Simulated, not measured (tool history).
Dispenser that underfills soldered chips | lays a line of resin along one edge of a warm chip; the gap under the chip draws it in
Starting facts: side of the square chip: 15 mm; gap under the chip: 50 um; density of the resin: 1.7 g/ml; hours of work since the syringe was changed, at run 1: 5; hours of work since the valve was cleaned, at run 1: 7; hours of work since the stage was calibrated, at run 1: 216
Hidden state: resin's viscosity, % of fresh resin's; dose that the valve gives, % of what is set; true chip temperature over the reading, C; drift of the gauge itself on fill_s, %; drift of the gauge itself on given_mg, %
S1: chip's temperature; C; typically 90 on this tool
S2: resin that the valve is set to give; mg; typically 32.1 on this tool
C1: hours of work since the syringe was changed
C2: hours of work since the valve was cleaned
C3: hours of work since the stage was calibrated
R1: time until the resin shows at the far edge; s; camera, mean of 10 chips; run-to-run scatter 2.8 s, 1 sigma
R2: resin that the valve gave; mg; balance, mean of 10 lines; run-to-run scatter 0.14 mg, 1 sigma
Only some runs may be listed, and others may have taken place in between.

run	day	S1	S2	C1	C2	C3	R1	R2
1	0.000	90	32.1	5	7	216	432.9	31.98
# day 0.400: new syringe of resin
2	0.400	104	32.1	0	14	223	166.8	31.89
3	0.825	104	32.1	8	22	231	320.6	31.68
# day 1.021: new syringe of resin
4	1.504	104	32.1	9	34	243	348.0	31.75
# day 1.675: new syringe of resin
5	1.896	90	32.1	4	41	250	404.3	31.28
6	2.212	90	32.1	10	47	256	664.6	31.13
# day 2.288: new syringe of resin
# day 2.871: dispensing valve cleaned and set on the balance
7	2.875	90	35.1	10	0	267	692.3	35.29
# day 2.975: new syringe of resin
8	3.188	90	35.1	4	6	272	410.1	35.29
# day 3.592: new syringe of resin
9	3.812	90	32.1	4	17	283	406.9	31.71
# day 4.208: new syringe of resin
10	4.312	90	32.1	2	25	292	344.1	31.75
11	4.700	90	32.1	9	32	299	638.1	31.54
# day 4.846: new syringe of resin
12	5.425	90	32.1	10	45	312	717.7	31.07
# day 5.475: new syringe of resin
# day 5.588: stage's temperature calibrated
13	5.867	88	32.1	6	52	5	530.3	31.35
# day 6.142: new syringe of resin
# day 6.183: dispensing valve cleaned and set on the balance
14	6.246	81	33.3	1	1	11	462.7	33.53
15	6.596	101	39.7	7	7	17	336.2	39.78
# day 6.821: new syringe of resin
16	7.096	85	41.0	5	16	26	538.4	40.47
# day 7.483: new syringe of resin
17	7.612	85	41.0	2	25	35	420.1	40.41
18	8.046	95	33.8	10	33	43	546.2	33.29
# day 8.112: new syringe of resin
19	8.571	93	33.8	8	43	52	515.2	33.17
# day 8.725: new syringe of resin
20	9.271	93	33.8	10	55	65	576.9	32.82
# day 9.388: new syringe of resin
# day 9.462: dispensing valve cleaned and set on the balance
21	9.675	93	31.9	5	4	71	366.7	31.69
# day 10.042: new syringe of resin
22	10.100	93	31.9	1	11	79	277.9	31.73
# day 10.654: new syringe of resin
23	10.800	76	27.5	3	24	91	686.3	26.90
# day 11.288: new syringe of resin
24	11.438	76	27.5	3	35	103	702.1	26.85
# day 11.908: new syringe of resin
25	12.079	84	37.3	3	46	114	483.4	36.04

Below are 3 alternative next runs, each starting from the tool's condition after run 25. Predict each:
# day 12.525: new syringe of resin
# day 12.729: dispensing valve cleaned and set on the balance
A	12.729	101	37.9	3	0	125	?	?
# day 12.525: new syringe of resin
# day 12.729: dispensing valve cleaned and set on the balance
B	12.729	94	30.9	3	0	125	?	?
# day 12.525: new syringe of resin
# day 12.729: dispensing valve cleaned and set on the balance
C	12.729	103	36.6	3	0	125	?	?

run	R1	R2
A	235.7	38.07
B	321.1	30.76
C	211.3	36.64
What these runs would have given with no unlogged condition in the tool:
run	R1	R2
A	177.0	38.01
B	240.8	30.71
C	158.8	36.58
